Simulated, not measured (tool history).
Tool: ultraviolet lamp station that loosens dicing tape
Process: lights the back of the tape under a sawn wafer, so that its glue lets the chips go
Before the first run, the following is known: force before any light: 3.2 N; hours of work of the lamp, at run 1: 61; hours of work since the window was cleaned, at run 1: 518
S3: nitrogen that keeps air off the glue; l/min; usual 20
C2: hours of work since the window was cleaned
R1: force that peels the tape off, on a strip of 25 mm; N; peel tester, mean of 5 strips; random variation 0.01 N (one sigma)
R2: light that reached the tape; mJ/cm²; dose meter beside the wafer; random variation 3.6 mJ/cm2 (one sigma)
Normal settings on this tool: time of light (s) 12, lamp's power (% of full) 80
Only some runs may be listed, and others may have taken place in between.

Run 1, day 0: usual settings; hours of work of the lamp 61; C2 518. Result: R1 0.451 N, R2 590 mJ/cm².
Run 2, day 0.404: usual settings; hours of work of the lamp 66; C2 523. Result: R1 0.466 N, R2 585 mJ/cm².
Run 3, day 0.833: usual settings; hours of work of the lamp 72; C2 529. Result: R1 0.434 N, R2 587 mJ/cm².
Run 4, day 1.346: usual settings; hours of work of the lamp 79; C2 536. Result: R1 0.449 N, R2 587 mJ/cm².
Run 5, day 1.979: usual settings but lamp's power (% of full) 82; hours of work of the lamp 88; C2 545. Result: R1 0.428 N, R2 603 mJ/cm².
Run 6, day 2.338: usual settings; hours of work of the lamp 93; C2 550. Result: R1 0.447 N, R2 592 mJ/cm².
Run 7, day 2.983: usual settings; hours of work of the lamp 102; C2 558. Result: R1 0.454 N, R2 589 mJ/cm².
Run 8, day 3.279: usual settings; hours of work of the lamp 106; C2 562. Result: R1 0.46 N, R2 588 mJ/cm².
Run 9, day 3.767: usual settings; hours of work of the lamp 112; C2 569. Result: R1 0.451 N, R2 590 mJ/cm².
Run 10, day 4.15: usual settings but time of light (s) 7; hours of work of the lamp 117; C2 574. Result: R1 0.931 N, R2 338 mJ/cm².
Run 11, day 4.725: usual settings but time of light (s) 7; hours of work of the lamp 125; C2 582. Result: R1 0.903 N, R2 342 mJ/cm².
Run 12, day 5.2: usual settings but lamp's power (% of full) 86; hours of work of the lamp 132; C2 589. Result: R1 0.403 N, R2 631 mJ/cm².
Run 13, day 5.733: usual settings but lamp's power (% of full) 86; hours of work of the lamp 139; C2 596. Result: R1 0.414 N, R2 633 mJ/cm².
At day 5.908: window cleaned of glue's vapour.
Run 14, day 6.054: usual settings but lamp's power (% of full) 83; hours of work of the lamp 143; C2 2. Result: R1 0.407 N, R2 615 mJ/cm².
Run 15, day 6.404: usual settings but S3 12 l/min; hours of work of the lamp 148; C2 7. Result: R1 0.536 N, R2 595 mJ/cm².
Run 16, day 7.042: usual settings but S3 12 l/min; hours of work of the lamp 157; C2 15. Result: R1 0.544 N, R2 586 mJ/cm².
Run 17, day 7.462: usual settings; hours of work of the lamp 162; C2 21. Result: R1 0.452 N, R2 588 mJ/cm².
Run 18, day 7.958: usual settings but lamp's power (% of full) 60; hours of work of the lamp 169; C2 28. Result: R1 0.648 N, R2 439 mJ/cm².
Run 19, day 8.625: usual settings but lamp's power (% of full) 60; hours of work of the lamp 178; C2 37. Result: R1 0.676 N, R2 443 mJ/cm².
Run 20, day 9.317: usual settings; hours of work of the lamp 188; C2 46. Result: R1 0.455 N, R2 581 mJ/cm².
Run 21, day 9.829: usual settings; hours of work of the lamp 195; C2 53. Result: R1 0.45 N, R2 589 mJ/cm².
Run 22, day 10.2: usual settings but time of light (s) 23, lamp's power (% of full) 72, S3 33 l/min; hours of work of the lamp 200; C2 58. Result: R1 0.219 N, R2 1015 mJ/cm².
Run 23, day 10.867: usual settings but time of light (s) 11; hours of work of the lamp 209; C2 68. Result: R1 0.514 N, R2 537 mJ/cm².
Run 24, day 11.342: usual settings but time of light (s) 11; hours of work of the lamp 215; C2 74. Result: R1 0.519 N, R2 535 mJ/cm².
Run 25, day 11.929: usual settings but time of light (s) 11; hours of work of the lamp 223; C2 82. Result: R1 0.489 N, R2 538 mJ/cm².
Run 26, day 12.254: usual settings but time of light (s) 10, lamp's power (% of full) 94, S3 8 l/min; hours of work of the lamp 228; C2 86. Result: R1 0.624 N, R2 580 mJ/cm².
Run 27, day 12.621: usual settings but lamp's power (% of full) 90, S3 13 l/min; hours of work of the lamp 233; C2 91. Result: R1 0.424 N, R2 660 mJ/cm².
Run 28, day 13: usual settings but lamp's power (% of full) 90, S3 13 l/min; hours of work of the lamp 238; C2 97. Result: R1 0.441 N, R2 661 mJ/cm².
Run 29, day 13.55: usual settings but lamp's power (% of full) 90, S3 13 l/min; hours of work of the lamp 245; C2 104. Result: R1 0.436 N, R2 662 mJ/cm².
Run 30, day 14.038: usual settings but lamp's power (% of full) 90, S3 25 l/min; hours of work of the lamp 252; C2 111. Result: R1 0.368 N, R2 653 mJ/cm².
Run 31, day 14.671: usual settings but lamp's power (% of full) 90, S3 25 l/min; hours of work of the lamp 260; C2 119. Result: R1 0.353 N, R2 659 mJ/cm².
Run 32, day 15.354: usual settings but lamp's power (% of full) 90, S3 25 l/min; hours of work of the lamp 270; C2 129. Result: R1 0.361 N, R2 657 mJ/cm².
Run 33, day 15.829: usual settings but time of light (s) 17, lamp's power (% of full) 76; hours of work of the lamp 276; C2 135. Result: R1 0.295 N, R2 795 mJ/cm².
Run 34, day 16.183: usual settings but time of light (s) 8, lamp's power (% of full) 81, S3 8 l/min; hours of work of the lamp 281; C2 140. Result: R1 1.012 N, R2 399 mJ/cm².
Run 35, day 16.529: usual settings but time of light (s) 11, lamp's power (% of full) 65, S3 8 l/min; hours of work of the lamp 286; C2 145. Result: R1 0.913 N, R2 438 mJ/cm².
Run 36, day 17.05: usual settings but time of light (s) 11, lamp's power (% of full) 65, S3 8 l/min; hours of work of the lamp 293; C2 152. Result: R1 0.845 N, R2 438 mJ/cm².
Run 37, day 17.342: usual settings but lamp's power (% of full) 98, S3 16 l/min; hours of work of the lamp 297; C2 156. Result: R1 0.358 N, R2 722 mJ/cm².
Run 38, day 17.712: usual settings but time of light (s) 14, lamp's power (% of full) 76, S3 27 l/min; hours of work of the lamp 302; C2 161. Result: R1 0.357 N, R2 652 mJ/cm².
Run 39, day 18.312: usual settings but time of light (s) 14, lamp's power (% of full) 76, S3 27 l/min; hours of work of the lamp 310; C2 169. Result: R1 0.363 N, R2 644 mJ/cm².
Run 40, day 18.9: usual settings but lamp's power (% of full) 93; hours of work of the lamp 318; C2 177. Result: R1 0.354 N, R2 689 mJ/cm².

Consider 3 possible next runs. They are alternatives, not a sequence: every one starts from the tool as it was left by run 40. What does each give?
Run A, day 19.246: usual settings but time of light (s) 13; hours of work of the lamp 323; C2 182. Result: R1 ?, R2 ?.
Run B, day 19.246: usual settings but time of light (s) 18, lamp's power (% of full) 93; hours of work of the lamp 323; C2 182. Result: R1 ?, R2 ?.
Run C, day 19.246: usual settings but time of light (s) 7, lamp's power (% of full) 60, S3 7 l/min; hours of work of the lamp 323; C2 182. Result: R1 ?, R2 ?.

run     R1    R2
  A  0.379   633
  B  0.235  1014
  C  1.562   259
Stripped of hidden state, with their random variation kept, the same runs would have yielded:
run     R1    R2
  A  0.379   633
  B  0.235  1015
  C   1.56   259
